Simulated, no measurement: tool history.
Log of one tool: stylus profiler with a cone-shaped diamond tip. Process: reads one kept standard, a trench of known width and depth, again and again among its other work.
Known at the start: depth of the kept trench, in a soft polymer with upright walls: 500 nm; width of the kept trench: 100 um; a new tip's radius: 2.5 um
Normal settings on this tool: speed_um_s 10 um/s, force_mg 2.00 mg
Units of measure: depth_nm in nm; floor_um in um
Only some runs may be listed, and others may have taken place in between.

run 1 hour=0.0 | speed_um_s=10 force_mg=2.00 | depth_nm=506.14 floor_um=96.89
run 2 hour=40.1 | speed_um_s=10 force_mg=2.00 | depth_nm=505.92 floor_um=96.90
run 3 hour=90.1 | speed_um_s=10 force_mg=2.00 | depth_nm=505.93 floor_um=96.93
run 4 hour=154.7 | speed_um_s=10 force_mg=2.00 | depth_nm=505.73 floor_um=96.85
run 5 hour=209.3 | speed_um_s=10 force_mg=2.00 | depth_nm=505.87 floor_um=96.83
run 6 hour=267.8 | speed_um_s=10 force_mg=2.00 | depth_nm=505.77 floor_um=96.85
run 7 hour=300.8 | speed_um_s=10 force_mg=2.58 | depth_nm=506.98 floor_um=96.83
-- hour=305.9 height scale calibrated on a step standard
run 8 hour=337.7 | speed_um_s=10 force_mg=2.58 | depth_nm=506.69 floor_um=96.81
run 9 hour=364.6 | speed_um_s=10 force_mg=2.58 | depth_nm=506.57 floor_um=96.86
run 10 hour=408.7 | speed_um_s=10 force_mg=2.58 | depth_nm=506.57 floor_um=96.84
run 11 hour=465.7 | speed_um_s=10 force_mg=3.31 | depth_nm=507.69 floor_um=96.85
-- hour=481.2 height scale calibrated on a step standard, once more
run 12 hour=515.0 | speed_um_s=11 force_mg=3.31 | depth_nm=509.77 floor_um=96.82
run 13 hour=564.2 | speed_um_s=20 force_mg=5.36 | depth_nm=513.10 floor_um=96.85
run 14 hour=620.7 | speed_um_s=2 force_mg=2.92 | depth_nm=508.90 floor_um=96.80
run 15 hour=660.6 | speed_um_s=14 force_mg=3.09 | depth_nm=509.31 floor_um=96.83
run 16 hour=703.3 | speed_um_s=11 force_mg=2.21 | depth_nm=506.93 floor_um=96.80
run 17 hour=752.0 | speed_um_s=4 force_mg=2.13 | depth_nm=506.92 floor_um=96.82
run 18 hour=810.1 | speed_um_s=2 force_mg=2.25 | depth_nm=507.29 floor_um=96.81
run 19 hour=854.1 | speed_um_s=2 force_mg=2.25 | depth_nm=507.27 floor_um=96.88
run 20 hour=887.2 | speed_um_s=24 force_mg=3.01 | depth_nm=508.74 floor_um=96.79

4 ways to go on from here, each from the tool as it stands after run 20. What would each give?
run A hour=940.2 | speed_um_s=33 force_mg=4.51 | depth_nm=? floor_um=?
run B hour=940.2 | speed_um_s=10 force_mg=0.82 | depth_nm=? floor_um=?
run C hour=940.2 | speed_um_s=10 force_mg=2.41 | depth_nm=? floor_um=?
run D hour=940.2 | speed_um_s=13 force_mg=4.91 | depth_nm=? floor_um=?

run=A depth_nm=511.16 floor_um=96.76
run=B depth_nm=503.52 floor_um=96.73
run=C depth_nm=507.68 floor_um=96.80
run=D depth_nm=512.08 floor_um=96.79
Stripped of hidden state, with their random variation kept, the same runs would have yielded:
run=A depth_nm=511.35 floor_um=96.95
run=B depth_nm=503.72 floor_um=96.92
run=C depth_nm=507.88 floor_um=96.99
run=D depth_nm=512.28 floor_um=96.97
